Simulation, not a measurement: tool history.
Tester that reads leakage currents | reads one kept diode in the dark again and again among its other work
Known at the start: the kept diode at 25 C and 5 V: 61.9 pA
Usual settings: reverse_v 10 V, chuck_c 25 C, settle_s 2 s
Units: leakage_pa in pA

| run | hour | reverse_v | chuck_c | settle_s | leakage_pa |
|---|---|---|---|---|---|
| 1 | 0 | 10 | 25 | 2 | 79.06 |
| 2 | 29.2 | 10 | 25 | 2 | 79.54 |
| 3 | 54.6 | 10 | 25 | 2 | 79.66 |
| 4 | 89.6 | 10 | 25 | 2 | 79.44 |
| 5 | 111.2 | 10 | 25 | 2 | 78.89 |
| 6 | 134.6 | 10 | 25 | 2 | 79.1 |
| 7 | 158.4 | 10 | 25 | 2 | 79.34 |
| 8 | 174.6 | 10 | 25 | 2 | 78.87 |
| 9 | 213.6 | 10 | 25 | 2 | 78.94 |
| 10 | 231.6 | 10 | 25 | 2 | 78.63 |
| 11 | 250 | 10 | 25 | 2 | 79.26 |
| 12 | 284.9 | 10 | 25 | 2 | 79.43 |
| 13 | 303.1 | 10 | 25 | 0.73 | 82.94 |
| 14 | 339.1 | 10 | 25 | 3.25 | 78.67 |
| 15 | 362.2 | 10 | 25 | 3.25 | 78.58 |
| 16 | 378.8 | 10 | 25 | 3.25 | 78.51 |
| 17 | 400.4 | 10 | 25 | 3.25 | 78.67 |
| 18 | 421.9 | 10 | 25 | 3.25 | 79.04 |
| 19 | 457 | 10 | 25 | 3.25 | 78.61 |
| 20 | 492.7 | 10 | 21 | 3.25 | 57.34 |
| 21 | 531 | 1.1 | 21 | 3.44 | 28.02 |
| 22 | 552.5 | 1.1 | 27 | 0.53 | 45.74 |
| 23 | 587.1 | 1.1 | 27 | 0.53 | 45.58 |
|  | 606.6 | probe card cleaned and baked |
| 24 | 619.7 | 1.9 | 23 | 1.4 | 39.62 |
| 25 | 642.1 | 10 | 34 | 0.67 | 158.6 |
| 26 | 676.9 | 10 | 34 | 0.67 | 158.47 |
| 27 | 700.5 | 4.1 | 34 | 0.32 | 120.66 |
| 28 | 718.3 | 4.1 | 34 | 0.32 | 119.57 |
| 29 | 752 | 3.4 | 59 | 0.47 | 612.11 |
| 30 | 779.6 | 10 | 25 | 0.33 | 88.89 |
| 31 | 801.1 | 10 | 25 | 2 | 78.99 |
| 32 | 840 | 10 | 25 | 2 | 79.44 |
| 33 | 871.8 | 10 | 27 | 0.38 | 100.44 |
| 34 | 892.3 | 10 | 22 | 0.38 | 71.08 |
| 35 | 915.4 | 10 | 25 | 0.88 | 81.82 |
| 36 | 939.4 | 2.4 | 22 | 9.94 | 38.59 |
| 37 | 968.3 | 2.4 | 22 | 9.94 | 38.66 |
| 38 | 1006.2 | 2.4 | 22 | 9.94 | 38.87 |
| 39 | 1024.8 | 1.7 | 23 | 0.87 | 38.43 |
| 40 | 1057.7 | 2.2 | 58 | 2 | 495.77 |

Forecast each of these 4 alternatives for the next run:
| A | 1081.6 | 4.2 | 58 | 2 | ? |
| B | 1081.6 | 6.4 | 58 | 2 | ? |
| C | 1081.6 | 5.6 | 33 | 5.01 | ? |
| D | 1081.6 | 10 | 25 | 2.3 | ? |

| run | leakage_pa |
|---|---|
| A | 606.49 |
| B | 694.38 |
| C | 119.39 |
| D | 78.68 |
Without the tool's hidden state the same runs would have given:
| run | leakage_pa |
|---|---|
| A | 606.71 |
| B | 694.62 |
| C | 119.42 |
| D | 78.69 |
